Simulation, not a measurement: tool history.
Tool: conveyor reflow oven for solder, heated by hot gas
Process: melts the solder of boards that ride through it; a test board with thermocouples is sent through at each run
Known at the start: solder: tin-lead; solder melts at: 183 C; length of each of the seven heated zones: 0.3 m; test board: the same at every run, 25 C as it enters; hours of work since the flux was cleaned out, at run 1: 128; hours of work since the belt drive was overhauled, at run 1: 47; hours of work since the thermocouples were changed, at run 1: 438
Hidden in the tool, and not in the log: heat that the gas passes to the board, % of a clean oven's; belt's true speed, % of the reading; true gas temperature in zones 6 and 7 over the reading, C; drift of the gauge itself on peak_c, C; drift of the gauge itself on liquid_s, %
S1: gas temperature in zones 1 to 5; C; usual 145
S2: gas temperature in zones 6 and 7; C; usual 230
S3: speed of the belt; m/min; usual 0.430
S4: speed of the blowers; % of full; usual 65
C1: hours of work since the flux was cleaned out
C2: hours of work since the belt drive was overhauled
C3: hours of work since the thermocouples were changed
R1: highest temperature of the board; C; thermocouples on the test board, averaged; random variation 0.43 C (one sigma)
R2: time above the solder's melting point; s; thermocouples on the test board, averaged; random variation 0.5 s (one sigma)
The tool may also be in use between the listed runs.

run 1 hour=0.0 | S1=145 S2=230 S3=0.430 S4=65 | C1=128 C2=47 C3=438 | R1=217.5 R2=66.5
run 2 hour=43.7 | S1=145 S2=230 S3=0.430 S4=65 | C1=159 C2=78 C3=469 | R1=216.7 R2=65.4
run 3 hour=94.0 | S1=145 S2=230 S3=0.430 S4=65 | C1=195 C2=114 C3=504 | R1=215.9 R2=64.5
run 4 hour=124.2 | S1=145 S2=230 S3=0.430 S4=65 | C1=217 C2=135 C3=526 | R1=216.2 R2=65.2
run 5 hour=158.0 | S1=145 S2=230 S3=0.430 S4=65 | C1=241 C2=159 C3=550 | R1=216.3 R2=64.6
run 6 hour=198.7 | S1=145 S2=230 S3=0.430 S4=65 | C1=269 C2=188 C3=579 | R1=216.3 R2=65.2
run 7 hour=247.5 | S1=145 S2=230 S3=0.430 S4=65 | C1=304 C2=223 C3=613 | R1=215.7 R2=65.1
run 8 hour=284.8 | S1=145 S2=230 S3=0.430 S4=65 | C1=331 C2=249 C3=640 | R1=215.8 R2=64.5
run 9 hour=307.6 | S1=145 S2=230 S3=0.459 S4=65 | C1=347 C2=265 C3=656 | R1=214.1 R2=57.9
run 10 hour=347.6 | S1=145 S2=230 S3=0.459 S4=65 | C1=375 C2=294 C3=684 | R1=213.2 R2=58.1
run 11 hour=384.8 | S1=145 S2=242 S3=0.430 S4=65 | C1=402 C2=320 C3=711 | R1=225.9 R2=72.3
run 12 hour=422.3 | S1=145 S2=230 S3=0.430 S4=65 | C1=428 C2=347 C3=738 | R1=215.1 R2=64.3
run 13 hour=444.6 | S1=145 S2=230 S3=0.430 S4=65 | C1=444 C2=363 C3=753 | R1=215.8 R2=64.4
run 14 hour=479.8 | S1=145 S2=230 S3=0.430 S4=65 | C1=469 C2=388 C3=778 | R1=216.0 R2=64.1
run 15 hour=502.2 | S1=145 S2=230 S3=0.459 S4=65 | C1=485 C2=404 C3=794 | R1=213.4 R2=56.9
-- hour=530.8 flux residue cleaned out of gas plates and filters
run 16 hour=548.8 | S1=145 S2=230 S3=0.459 S4=65 | C1=13 C2=433 C3=824 | R1=217.6 R2=61.2
run 17 hour=571.3 | S1=159 S2=227 S3=0.430 S4=76 | C1=29 C2=449 C3=840 | R1=220.8 R2=76.5
run 18 hour=603.0 | S1=148 S2=231 S3=0.407 S4=59 | C1=51 C2=472 C3=862 | R1=220.1 R2=73.7
run 19 hour=636.1 | S1=142 S2=223 S3=0.430 S4=65 | C1=75 C2=495 C3=886 | R1=211.2 R2=61.0
run 20 hour=685.2 | S1=131 S2=230 S3=0.351 S4=65 | C1=110 C2=530 C3=921 | R1=222.5 R2=81.1
run 21 hour=709.1 | S1=145 S2=230 S3=0.430 S4=62 | C1=127 C2=547 C3=938 | R1=217.6 R2=66.6
run 22 hour=758.3 | S1=132 S2=230 S3=0.430 S4=65 | C1=161 C2=582 C3=972 | R1=215.9 R2=60.7
run 23 hour=808.3 | S1=157 S2=222 S3=0.430 S4=55 | C1=197 C2=617 C3=1008 | R1=211.2 R2=65.8
run 24 hour=845.3 | S1=157 S2=222 S3=0.430 S4=55 | C1=223 C2=644 C3=1034 | R1=211.2 R2=65.8
run 25 hour=890.8 | S1=144 S2=230 S3=0.483 S4=53 | C1=256 C2=676 C3=1067 | R1=209.7 R2=50.6
run 26 hour=913.4 | S1=147 S2=244 S3=0.455 S4=75 | C1=272 C2=692 C3=1083 | R1=231.2 R2=73.1
run 27 hour=935.0 | S1=147 S2=226 S3=0.445 S4=52 | C1=287 C2=707 C3=1098 | R1=209.4 R2=56.6
run 28 hour=963.7 | S1=147 S2=226 S3=0.445 S4=52 | C1=307 C2=728 C3=1118 | R1=209.4 R2=56.6
run 29 hour=1011.4 | S1=147 S2=226 S3=0.445 S4=52 | C1=341 C2=762 C3=1152 | R1=210.0 R2=56.6
run 30 hour=1047.9 | S1=147 S2=226 S3=0.445 S4=52 | C1=367 C2=787 C3=1178 | R1=209.5 R2=56.4
run 31 hour=1091.3 | S1=147 S2=226 S3=0.445 S4=52 | C1=398 C2=818 C3=1209 | R1=209.7 R2=55.3

Hidden state at the last listed run before each entry between runs and at the first one after, where it differs:
Between runs 15 and 16: flux residue cleaned out of gas plates and filters (hour 530.8)
  heat that the gas passes to the board, % of a clean oven's: 81.4 -> 99; belt's true speed, % of the reading: 99.2 -> 99.14; true gas temperature in zones 6 and 7 over the reading, C: 2.5 -> 2.59
  measured less the result without the state, R1: -1.9 -> +2.3 C; R2: -2.3 -> +2.4 s
